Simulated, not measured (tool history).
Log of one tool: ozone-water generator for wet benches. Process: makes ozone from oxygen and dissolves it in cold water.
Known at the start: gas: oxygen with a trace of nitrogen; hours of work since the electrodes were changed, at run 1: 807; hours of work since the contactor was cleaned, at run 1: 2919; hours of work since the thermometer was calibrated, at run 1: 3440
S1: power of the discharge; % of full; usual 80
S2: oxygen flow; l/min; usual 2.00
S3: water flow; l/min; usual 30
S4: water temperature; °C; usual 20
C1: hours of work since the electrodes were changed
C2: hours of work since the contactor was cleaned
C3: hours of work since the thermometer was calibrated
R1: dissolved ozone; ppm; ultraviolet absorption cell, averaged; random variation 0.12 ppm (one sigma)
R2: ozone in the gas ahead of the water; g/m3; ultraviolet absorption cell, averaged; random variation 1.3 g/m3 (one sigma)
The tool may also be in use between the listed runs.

run,day,S1,S2,S3,S4,C1,C2,C3,R1,R2
1,0.000,80,2.00,30,20,807,2919,3440,11.0,241.0
2,2.417,80,2.00,30,20,855,2967,3487,11.1,237.5
3,6.554,80,2.00,30,17,936,3049,3569,11.2,238.5
4,8.725,80,2.00,21,20,979,3091,3612,15.8,237.1
5,13.592,80,2.00,21,20,1075,3187,3708,15.6,237.7
6,18.471,80,2.00,21,20,1172,3284,3804,15.6,237.8
7,23.088,80,2.00,30,20,1263,3375,3895,11.0,236.7
8,26.604,80,2.00,30,20,1332,3444,3965,11.0,236.1
9,30.450,80,2.00,30,20,1408,3520,4041,10.8,235.3
10,33.721,80,2.00,30,20,1473,3585,4105,11.0,233.2
11,36.642,80,2.00,30,20,1530,3642,4163,10.8,234.2
12,39.683,80,2.00,30,20,1590,3702,4223,10.8,237.5
13,42.346,80,2.00,30,20,1643,3755,4275,11.3,233.5
14,44.575,80,2.00,30,20,1687,3799,4319,10.9,232.5
15,46.800,80,2.00,30,20,1731,3843,4363,11.1,233.5
16,49.879,65,2.00,30,20,1791,3903,4424,9.2,197.3
17,52.879,65,2.00,30,20,1851,3963,4483,9.1,198.7
# day 53.712: water thermometer calibrated
18,57.521,65,2.00,30,20,1942,4054,75,9.2,199.4
19,59.821,80,3.19,30,23,1987,4099,121,11.9,178.2
20,61.846,80,2.00,29,22,2027,4139,160,11.2,233.6
# day 66.429: gauge calibrated
21,66.558,80,2.00,29,22,2120,4232,254,11.1,239.4
22,71.283,80,2.00,29,22,2213,4325,347,11.3,238.3
23,75.712,80,2.00,45,27,2301,4413,434,6.5,236.7
24,78.808,80,2.89,45,27,2362,4474,495,7.5,194.0
25,80.925,80,2.89,45,22,2404,4516,537,7.4,190.0
26,83.408,71,1.72,30,21,2453,4565,586,9.3,233.7
27,86.842,56,2.53,26,20,2520,4632,654,9.7,157.0
28,88.858,56,2.53,26,20,2560,4672,694,10.2,154.8
29,92.608,56,2.53,25,21,2634,4746,767,10.3,155.9

Forecast each of these 3 alternatives for the next run:
A,96.967,94,1.46,25,22,2720,4832,853,?,?
B,96.967,80,2.00,40,20,2720,4832,853,?,?
C,96.967,56,2.53,25,22,2720,4832,853,?,?

run,R1,R2
A,13.6,324.1
B,8.1,234.3
C,10.4,155.5
Without the tool's hidden state the same runs would have given:
run,R1,R2
A,13.6,328.9
B,8.1,237.8
C,10.4,157.8
